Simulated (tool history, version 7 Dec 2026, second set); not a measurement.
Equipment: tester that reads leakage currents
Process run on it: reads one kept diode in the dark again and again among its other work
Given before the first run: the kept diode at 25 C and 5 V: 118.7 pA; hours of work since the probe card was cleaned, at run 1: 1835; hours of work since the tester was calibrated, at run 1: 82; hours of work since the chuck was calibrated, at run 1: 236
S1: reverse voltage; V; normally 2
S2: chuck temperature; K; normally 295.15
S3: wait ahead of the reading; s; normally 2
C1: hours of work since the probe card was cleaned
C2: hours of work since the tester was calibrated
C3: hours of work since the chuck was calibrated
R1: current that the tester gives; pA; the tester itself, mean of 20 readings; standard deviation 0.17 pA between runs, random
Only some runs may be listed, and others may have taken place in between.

| run | hour | S1 | S2 | S3 | C1 | C2 | C3 | R1 |
|---|---|---|---|---|---|---|---|---|
| 1 | 0 | 2 | 295.15 | 2 | 1835 | 82 | 236 | 54.97 |
| 2 | 24.4 | 2 | 295.15 | 2 | 1846 | 92 | 246 | 55.07 |
| 3 | 44.9 | 2 | 295.15 | 2.02 | 1854 | 101 | 255 | 54.97 |
| 4 | 73.8 | 2 | 295.15 | 2.02 | 1866 | 113 | 267 | 54.99 |
| 5 | 98.4 | 2 | 295.15 | 2 | 1877 | 123 | 277 | 54.93 |
| 6 | 129.9 | 2 | 295.15 | 2 | 1890 | 136 | 291 | 55.12 |
| 7 | 161.3 | 2 | 295.15 | 2 | 1903 | 150 | 304 | 55.21 |
| 8 | 190.6 | 2 | 295.15 | 2 | 1916 | 162 | 316 | 55.09 |
| 9 | 211.1 | 2 | 295.15 | 2 | 1924 | 171 | 325 | 55.12 |
| 10 | 240.6 | 2 | 295.15 | 2 | 1937 | 183 | 337 | 55.13 |
| 11 | 264.9 | 2 | 295.15 | 2 | 1947 | 193 | 347 | 55.03 |
| 12 | 285.6 | 2 | 295.15 | 0.61 | 1956 | 202 | 356 | 55.68 |
| 13 | 317.7 | 2 | 295.15 | 0.61 | 1969 | 216 | 370 | 55.19 |
| 14 | 350.7 | 2 | 295.15 | 2 | 1983 | 229 | 384 | 55.1 |
| 15 | 369.6 | 2 | 295.15 | 2 | 1991 | 237 | 392 | 55.22 |
| 16 | 401.5 | 2 | 295.15 | 2 | 2005 | 251 | 405 | 55.02 |
| 17 | 433.4 | 2 | 295.15 | 2 | 2018 | 264 | 418 | 54.97 |
| 18 | 459 | 3.21 | 295.15 | 2 | 2029 | 275 | 429 | 70.76 |
| 19 | 488.5 | 2.38 | 313.15 | 6.23 | 2041 | 288 | 442 | 313.24 |
| 20 | 507.2 | 14.33 | 295.15 | 2 | 2049 | 295 | 450 | 156.61 |
| 21 | 527.6 | 14.33 | 295.15 | 2 | 2058 | 304 | 458 | 155.84 |
| 22 | 554.1 | 14.33 | 295.15 | 2 | 2069 | 315 | 469 | 156.33 |
| 23 | 579.8 | 14.33 | 295.15 | 2 | 2080 | 326 | 480 | 156.47 |
| 24 | 601.1 | 6.02 | 295.15 | 2 | 2089 | 335 | 489 | 98.3 |
| 25 | 630.3 | 1.11 | 313.15 | 1.06 | 2101 | 347 | 501 | 210.93 |
| 26 | 649 | 2.32 | 296.15 | 2.06 | 2109 | 355 | 509 | 65.7 |
| 27 | 673.5 | 2 | 322.15 | 0.4 | 2119 | 366 | 520 | 609.45 |
| 28 | 694.8 | 1.06 | 298.15 | 0.43 | 2128 | 374 | 529 | 52.97 |

For run 29, what comes out?
| 29 | 720 | 19.68 | 303.15 | 1.78 | 2139 | 385 | 539 | ? |

Logged for run 29: R1 389.63 pA.
Take away the tool's hidden state, keep the run-to-run variation as it was, and the same run would have given R1 389.8 pA.
